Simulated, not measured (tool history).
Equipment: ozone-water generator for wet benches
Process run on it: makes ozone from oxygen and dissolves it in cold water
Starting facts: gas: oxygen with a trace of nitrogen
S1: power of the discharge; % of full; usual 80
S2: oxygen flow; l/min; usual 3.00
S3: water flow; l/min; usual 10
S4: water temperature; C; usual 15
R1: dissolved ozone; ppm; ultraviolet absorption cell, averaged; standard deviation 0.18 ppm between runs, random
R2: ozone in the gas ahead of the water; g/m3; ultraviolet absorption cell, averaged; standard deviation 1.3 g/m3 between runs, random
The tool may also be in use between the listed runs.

run 1 hour=0.0 | S1=80 S2=3.00 S3=10 S4=15 | R1=26.1 R2=241.1
run 2 hour=37.1 | S1=80 S2=3.00 S3=10 S4=15 | R1=25.9 R2=239.8
run 3 hour=90.4 | S1=80 S2=3.00 S3=10 S4=15 | R1=25.7 R2=238.2
run 4 hour=119.3 | S1=80 S2=5.19 S3=10 S4=15 | R1=25.8 R2=182.2
run 5 hour=155.3 | S1=80 S2=5.19 S3=10 S4=15 | R1=25.4 R2=182.8
run 6 hour=190.2 | S1=80 S2=5.19 S3=10 S4=15 | R1=25.3 R2=184.0
run 7 hour=220.3 | S1=80 S2=5.19 S3=10 S4=15 | R1=25.4 R2=184.2
run 8 hour=271.5 | S1=80 S2=5.19 S3=10 S4=15 | R1=25.5 R2=182.3
run 9 hour=309.5 | S1=80 S2=5.19 S3=10 S4=15 | R1=25.5 R2=184.7
run 10 hour=362.3 | S1=80 S2=5.19 S3=10 S4=15 | R1=25.6 R2=184.8
run 11 hour=413.9 | S1=80 S2=5.19 S3=10 S4=15 | R1=25.4 R2=184.7
run 12 hour=440.7 | S1=80 S2=3.00 S3=10 S4=15 | R1=25.6 R2=242.0
run 13 hour=473.4 | S1=80 S2=3.00 S3=10 S4=15 | R1=25.8 R2=241.8
run 14 hour=521.3 | S1=80 S2=3.00 S3=10 S4=15 | R1=25.7 R2=241.5
run 15 hour=574.1 | S1=80 S2=3.00 S3=10 S4=15 | R1=25.8 R2=244.2
run 16 hour=597.0 | S1=80 S2=3.00 S3=11 S4=15 | R1=24.2 R2=242.5
run 17 hour=636.3 | S1=57 S2=2.64 S3=10 S4=8 | R1=21.8 R2=201.1
run 18 hour=680.7 | S1=57 S2=4.08 S3=12 S4=8 | R1=19.9 R2=162.0
run 19 hour=728.1 | S1=58 S2=3.96 S3=6 S4=19 | R1=25.5 R2=167.9
run 20 hour=769.5 | S1=48 S2=3.96 S3=11 S4=9 | R1=18.2 R2=144.7
run 21 hour=812.0 | S1=51 S2=5.39 S3=10 S4=13 | R1=18.8 R2=131.9
run 22 hour=856.9 | S1=51 S2=5.39 S3=10 S4=13 | R1=18.8 R2=129.5
run 23 hour=911.2 | S1=68 S2=5.39 S3=10 S4=13 | R1=23.7 R2=161.7
run 24 hour=941.2 | S1=53 S2=3.90 S3=10 S4=16 | R1=18.6 R2=156.9
run 25 hour=994.7 | S1=53 S2=3.90 S3=10 S4=16 | R1=18.6 R2=158.0
run 26 hour=1043.0 | S1=57 S2=1.55 S3=13 S4=16 | R1=14.6 R2=265.6
run 27 hour=1075.5 | S1=44 S2=2.74 S3=6 S4=16 | R1=23.2 R2=165.4
run 28 hour=1118.1 | S1=44 S2=3.18 S3=13 S4=16 | R1=13.3 R2=152.7
run 29 hour=1145.1 | S1=58 S2=3.09 S3=14 S4=21 | R1=14.6 R2=190.4
run 30 hour=1168.7 | S1=70 S2=4.87 S3=14 S4=17 | R1=18.0 R2=176.1
run 31 hour=1208.3 | S1=40 S2=3.00 S3=10 S4=21 | R1=14.0 R2=148.2
run 32 hour=1233.5 | S1=40 S2=3.00 S3=10 S4=21 | R1=14.1 R2=146.5

Not shown here: 1 entry made in the log between runs. Locate each between two listed runs and compare the hidden state at the listed run before it with the hidden state at the listed run after it:
After run 27, before run 28: water thermometer calibrated (hour 1093.4)
  drift of the gauge itself on gas_g_m3, %: 2.2 -> 2.28
  measured result minus the result with no hidden state, R2: +3.5 -> +3.3 g/m3

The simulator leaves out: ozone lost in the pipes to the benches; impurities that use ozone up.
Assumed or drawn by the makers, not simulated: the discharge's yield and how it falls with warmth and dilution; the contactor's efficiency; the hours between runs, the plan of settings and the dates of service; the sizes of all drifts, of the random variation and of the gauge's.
